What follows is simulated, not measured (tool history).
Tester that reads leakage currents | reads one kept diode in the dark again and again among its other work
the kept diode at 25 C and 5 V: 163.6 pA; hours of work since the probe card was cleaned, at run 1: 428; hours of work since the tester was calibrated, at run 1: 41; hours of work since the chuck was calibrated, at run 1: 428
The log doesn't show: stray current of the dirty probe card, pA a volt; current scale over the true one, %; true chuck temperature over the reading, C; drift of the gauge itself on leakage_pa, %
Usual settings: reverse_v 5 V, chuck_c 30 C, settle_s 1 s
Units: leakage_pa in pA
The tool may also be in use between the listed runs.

run      day  reverse_v  chuck_c  settle_s  hours of work since the probe card was cleaned  hours of work since the tester was calibrated  hours of work since the chuck was calibrated  leakage_pa
  1        0          5       30         1                                             428                                             41                                           428      258.29
  2    2.608          5       30         1                                             462                                             75                                           462      259.82
  3    5.512       3.38       30         1                                             499                                            113                                           499      228.32
  4    7.608          5       30      0.63                                             526                                            140                                           526      259.68
  5   10.996      14.27       30      0.63                                             570                                            184                                           570      376.97
  6   15.308       1.54       30      0.63                                             626                                            239                                           626      173.91
  7    17.95       1.54       30      0.63                                             660                                            273                                           660      172.92
  8   20.092       1.54       30      0.63                                             687                                            301                                           687      172.02
  9   23.504      19.28       30         1                                             732                                            345                                           732      418.24
 10   27.279      19.28       30         1                                             780                                            394                                           780      417.05
 11     30.6      19.28       30         1                                             823                                            437                                           823      416.74
 12   32.671      19.28       30         1                                             850                                            463                                           850      418.67
 13   35.404          5       30         1                                             885                                            499                                           885      258.37
      37.042  -- chuck's temperature calibrated
 14   39.096          5       30         1                                             932                                            545                                            27      259.38
 15   43.317          5       30         1                                             986                                            600                                            81      258.04
 16   46.017          5       30         1                                            1021                                            635                                           116      258.88
 17   49.367          5       30         1                                            1065                                            678                                           159      260.32
 18   53.492          5       30         1                                            1118                                            731                                           212      260.03
 19   55.767          5       32         1                                            1147                                            761                                           242      310.79
 20   59.642          5       32         1                                            1197                                            811                                           292      309.58
 21   61.729          5       30      9.54                                            1224                                            838                                           319      259.22
 22   65.029       1.15       44      1.29                                            1267                                            880                                           362       514.4
 23   67.854        2.5       48      0.69                                            1303                                            917                                           398      931.43
 24   69.725       4.56       58       1.7                                            1328                                            941                                           422     2464.42
 25   73.679        1.2       22      6.84                                            1379                                            992                                           473       75.74
 26   75.642        1.2       22      6.84                                            1404                                           1017                                           499       76.38
 27   78.708        1.2       22      6.84                                            1444                                           1057                                           538       75.85
 28   83.054       8.15       42      0.43                                            1500                                           1113                                           594      859.87
 29   86.192      16.65       30         1                                            1540                                           1154                                           635       397.5
 30   89.167          5       30      0.48                                            1579                                           1192                                           673      262.59
 31   92.762       1.53       51      0.36                                            1625                                           1239                                           720      990.42
 32   96.183          5       33      0.52                                            1669                                           1283                                           764      341.25
 33   99.442      16.81       33      1.75                                            1711                                           1325                                           806      513.47
 34  102.121      16.81       33      1.75                                            1746                                           1359                                           841      512.96
 35  105.812       3.75       30      2.84                                            1794                                           1407                                           888      233.62
       107.3  -- chuck's temperature calibrated
     108.829  -- probe card cleaned and baked
 36  110.221       1.26       30      0.72                                              18                                           1461                                            36      161.84
 37  112.954       1.26       30      0.72                                              53                                           1497                                            71      161.31
 38  117.371       1.28       50      1.94                                             110                                           1554                                           128      860.28
 39  120.521       1.28       50      1.94                                             151                                           1594                                           169      861.55

5 ways to go on from here, each from the tool as it stands after run 39. What would each give?
  A  124.708       3.84       31      0.39                                             205                                           1649                                           223           ?
  B  124.708       1.28       40      2.77                                             205                                           1649                                           223           ?
  C  124.708       9.04       30      0.75                                             205                                           1649                                           223           ?
  D  124.708          5       30      0.92                                             205                                           1649                                           223           ?
  E  124.708       2.47       29      0.43                                             205                                           1649                                           223           ?

run  leakage_pa
  A      261.61
  B      383.63
  C      320.99
  D      260.35
  E      186.44
Without the tool's hidden state the same runs would have given:
run  leakage_pa
  A      261.53
  B      383.52
  C       320.9
  D      260.28
  E      186.38
